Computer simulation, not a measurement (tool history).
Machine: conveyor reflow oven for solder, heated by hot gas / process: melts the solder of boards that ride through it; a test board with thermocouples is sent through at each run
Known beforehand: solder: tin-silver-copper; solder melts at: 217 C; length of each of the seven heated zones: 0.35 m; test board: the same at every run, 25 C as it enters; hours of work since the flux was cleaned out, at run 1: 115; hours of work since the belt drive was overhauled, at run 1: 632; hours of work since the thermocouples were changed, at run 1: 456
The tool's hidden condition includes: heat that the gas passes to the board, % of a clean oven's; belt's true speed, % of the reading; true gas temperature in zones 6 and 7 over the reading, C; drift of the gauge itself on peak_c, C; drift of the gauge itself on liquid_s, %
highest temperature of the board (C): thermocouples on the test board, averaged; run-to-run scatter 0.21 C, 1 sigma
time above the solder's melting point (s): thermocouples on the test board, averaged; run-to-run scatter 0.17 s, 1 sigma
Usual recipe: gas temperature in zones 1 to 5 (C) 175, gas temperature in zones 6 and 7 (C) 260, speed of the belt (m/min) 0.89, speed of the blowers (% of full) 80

| run | day | gas temperature in zones 1 to 5 (C) | gas temperature in zones 6 and 7 (C) | speed of the belt (m/min) | speed of the blowers (% of full) | hours of work since the flux was cleaned out | hours of work since the belt drive was overhauled | hours of work since the thermocouples were changed | highest temperature of the board (C) | time above the solder's melting point (s) |
|---|---|---|---|---|---|---|---|---|---|---|
| 1 | 0 | 175 | 260 | 0.89 | 80 | 115 | 632 | 456 | 244.7 | 31.6 |
| 2 | 1.329 | 175 | 260 | 0.89 | 80 | 136 | 653 | 477 | 244.3 | 31.7 |
| 3 | 2.338 | 175 | 260 | 0.89 | 80 | 152 | 669 | 493 | 244.7 | 31.6 |
| 4 | 3.417 | 175 | 273 | 0.89 | 80 | 169 | 686 | 510 | 256.1 | 36.4 |
| 5 | 4.496 | 175 | 273 | 0.89 | 80 | 186 | 703 | 527 | 256 | 36.8 |
| 6 | 5.796 | 175 | 260 | 0.89 | 66 | 206 | 723 | 547 | 241 | 28.1 |
| 7 | 6.692 | 175 | 260 | 0.89 | 66 | 220 | 737 | 561 | 241 | 28.3 |
| 8 | 7.458 | 175 | 260 | 0.89 | 66 | 232 | 749 | 574 | 240.8 | 28.4 |
| 9 | 8.071 | 175 | 260 | 0.89 | 80 | 242 | 759 | 583 | 244.8 | 31.5 |
| 10 | 8.858 | 175 | 249 | 0.89 | 80 | 254 | 771 | 596 | 234.7 | 25.7 |
| 11 | 9.496 | 175 | 249 | 0.89 | 80 | 264 | 781 | 606 | 235.2 | 25.6 |
| 12 | 10.133 | 175 | 249 | 0.89 | 80 | 275 | 792 | 616 | 235.4 | 25.7 |
| 13 | 11.496 | 175 | 249 | 0.89 | 80 | 296 | 813 | 637 | 235.8 | 25.9 |
| 14 | 12.558 | 175 | 260 | 0.89 | 53 | 313 | 830 | 654 | 235.7 | 23.7 |
| 15 | 13.346 | 175 | 260 | 0.89 | 53 | 325 | 842 | 666 | 235.3 | 23.8 |

Expected results for the next run?
| 16 | 13.992 | 175 | 260 | 0.89 | 53 | 335 | 852 | 677 | ? | ? |

Run 16 measured highest temperature of the board (C) 235.7, time above the solder's melting point (s) 23.9.
If the tool had no hidden condition, the same run with the same run-to-run variation would have returned highest temperature of the board (C) 235.7, time above the solder's melting point (s) 24.
